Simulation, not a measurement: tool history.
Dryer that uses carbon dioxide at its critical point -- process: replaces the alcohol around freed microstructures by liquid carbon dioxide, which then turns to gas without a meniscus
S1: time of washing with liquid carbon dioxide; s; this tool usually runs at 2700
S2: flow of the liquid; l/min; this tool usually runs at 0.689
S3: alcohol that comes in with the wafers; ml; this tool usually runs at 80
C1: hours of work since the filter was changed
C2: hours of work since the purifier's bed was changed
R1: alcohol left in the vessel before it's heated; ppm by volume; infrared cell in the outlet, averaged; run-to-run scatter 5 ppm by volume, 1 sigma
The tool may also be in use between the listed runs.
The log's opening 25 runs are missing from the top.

run	hour	S1	S2	S3	C1	C2	R1
26	217.6	2700	0.689	80	113	237	184
27	225.5	2700	0.689	80	116	240	181
28	236.5	2700	0.689	80	120	244	180
29	244	2700	0.689	80	123	246	175
30	252.1	3000	0.689	54	125	249	146
31	261.7	2460	0.875	101	129	253	162
32	270.2	2460	0.875	101	132	256	168
33	279.6	2580	0.544	68	135	259	339
34	289	3720	0.532	32	139	263	151
35	300.3	3720	0.532	32	143	267	148
36	309.3	3720	0.532	32	146	270	147
37	314.9	3180	0.885	108	148	272	159
38	326	1860	0.664	80	152	276	584
39	335.6	1860	0.664	80	155	279	589
40	346.5	1860	0.664	80	159	283	595
# hour 356.9: inlet filter changed
41	356.9	1860	0.664	80	0	287	415
42	367.2	2520	0.456	59	4	290	403
43	375.2	2040	0.584	91	7	293	505
44	380.8	2640	0.584	29	9	295	185
45	389.6	1740	0.656	39	12	298	337
46	396.6	1740	0.656	39	14	301	351
47	403.1	1800	0.715	75	17	303	369

Each row is a separate what-if for the run after 47, all from the same tool condition, not one after another. Results?
A	407.8	1740	0.446	21	18	305	?
B	407.8	2460	0.689	80	18	305	?
C	407.8	3420	0.831	75	18	305	?
D	407.8	1800	0.615	75	18	305	?

run	R1
A	509
B	215
C	164
D	547
Take away the tool's hidden state, keep each run's random variation, and the runs would have read:
run	R1
A	343
B	58
C	12
D	374
